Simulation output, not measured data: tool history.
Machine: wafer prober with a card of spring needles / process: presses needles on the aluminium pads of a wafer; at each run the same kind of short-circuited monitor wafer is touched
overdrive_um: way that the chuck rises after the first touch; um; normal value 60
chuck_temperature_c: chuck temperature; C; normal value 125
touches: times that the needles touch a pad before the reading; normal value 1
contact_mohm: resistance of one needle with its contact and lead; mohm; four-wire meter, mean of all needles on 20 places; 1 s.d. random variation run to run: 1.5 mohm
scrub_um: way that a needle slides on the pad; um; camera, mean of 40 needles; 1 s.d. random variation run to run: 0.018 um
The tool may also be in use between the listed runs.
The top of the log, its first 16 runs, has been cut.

| run | hour | overdrive_um | chuck_temperature_c | touches | touches since the tips were cleaned | cleanings since the card got new needles | touches since the first contact's height was set | contact_mohm | scrub_um |
|---|---|---|---|---|---|---|---|---|---|
|  | 215.3 | tips cleaned on abrasive film |
| 17 | 226.4 | 53 | 49 | 1 | 3375 | 15 | 110909 | 126 | 6.5 |
|  | 238.1 | tips cleaned on abrasive film |
| 18 | 242.8 | 69 | 31 | 1 | 1428 | 16 | 115870 | 122 | 8.48 |
| 19 | 259.2 | 69 | 49 | 2 | 6430 | 16 | 120872 | 124 | 8.51 |
|  | 261 | tips cleaned on abrasive film |
| 20 | 276.9 | 69 | 49 | 2 | 4837 | 17 | 126221 | 125 | 8.5 |
|  | 283.6 | tips cleaned on abrasive film |
| 21 | 292.3 | 59 | 103 | 2 | 2655 | 18 | 130876 | 134 | 7.24 |
|  | 306.7 | tips cleaned on abrasive film |
| 22 | 308.5 | 59 | 103 | 2 | 560 | 19 | 135785 | 134 | 7.23 |
| 23 | 319.8 | 59 | 103 | 1 | 3981 | 19 | 139206 | 134 | 7.28 |
|  | 329.4 | tips cleaned on abrasive film |
| 24 | 335.7 | 60 | 54 | 1 | 1896 | 20 | 144013 | 126 | 7.4 |
| 25 | 349.6 | 66 | 48 | 1 | 6123 | 20 | 148240 | 125 | 8.13 |

For run 26, what comes out?
|  | 352.4 | tips cleaned on abrasive film |
| 26 | 361.9 | 66 | 48 | 1 | 2882 | 21 | 151953 | ? | ? |

Run 26 measured contact_mohm 124 mohm, scrub_um 8.13 um.
With no hidden state in the tool, this same run would have given contact_mohm 124 mohm, scrub_um 8.14 um.

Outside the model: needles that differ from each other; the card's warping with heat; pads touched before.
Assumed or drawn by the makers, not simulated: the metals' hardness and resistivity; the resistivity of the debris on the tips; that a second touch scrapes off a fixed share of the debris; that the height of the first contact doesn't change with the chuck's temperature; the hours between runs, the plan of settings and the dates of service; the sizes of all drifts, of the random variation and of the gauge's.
